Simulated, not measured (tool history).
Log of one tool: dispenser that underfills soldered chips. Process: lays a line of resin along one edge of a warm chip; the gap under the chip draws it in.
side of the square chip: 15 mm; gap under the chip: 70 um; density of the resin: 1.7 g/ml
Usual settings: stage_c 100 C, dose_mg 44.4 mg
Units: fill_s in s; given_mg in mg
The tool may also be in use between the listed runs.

run	hour	stage_c	dose_mg	fill_s	given_mg
1	0.0	100	44.4	228.5	44.10
# hour 2.6: new syringe of resin
# hour 12.0: new syringe of resin
2	14.0	100	44.4	184.3	43.74
3	20.5	100	44.4	238.4	43.49
# hour 21.5: new syringe of resin
# hour 30.6: new syringe of resin
4	33.6	100	44.4	194.2	42.96
# hour 40.5: new syringe of resin
5	48.1	100	44.4	235.4	42.43
# hour 50.4: new syringe of resin
# hour 55.7: dispensing valve cleaned and set on the balance
6	56.5	102	44.4	196.1	44.35
# hour 61.5: new syringe of resin
7	67.5	102	44.4	204.3	44.54
# hour 71.3: new syringe of resin
8	74.5	103	49.4	180.6	48.88
# hour 81.3: new syringe of resin
9	81.5	90	54.8	228.0	54.14
# hour 90.7: new syringe of resin
10	93.0	99	48.3	194.7	47.22
# hour 100.7: new syringe of resin
11	103.3	89	42.7	270.2	41.74
# hour 110.4: new syringe of resin
12	117.6	89	42.7	315.9	41.30

3 ways to go on from here, each from the tool as it stands after run 12. What would each give?
# hour 119.9: new syringe of resin
# hour 130.2: new syringe of resin
# hour 134.4: dispensing valve cleaned and set on the balance
A	134.4	101	44.4	?	?
# hour 119.9: new syringe of resin
# hour 130.2: new syringe of resin
# hour 134.4: dispensing valve cleaned and set on the balance
B	134.4	104	41.7	?	?
# hour 119.9: new syringe of resin
# hour 130.2: new syringe of resin
# hour 134.4: dispensing valve cleaned and set on the balance
C	134.4	93	45.2	?	?

run	fill_s	given_mg
A	195.0	44.32
B	184.7	41.86
C	241.4	45.22
Without the tool's hidden state the same runs would have given:
run	fill_s	given_mg
A	157.0	44.23
B	148.7	41.78
C	193.6	45.13
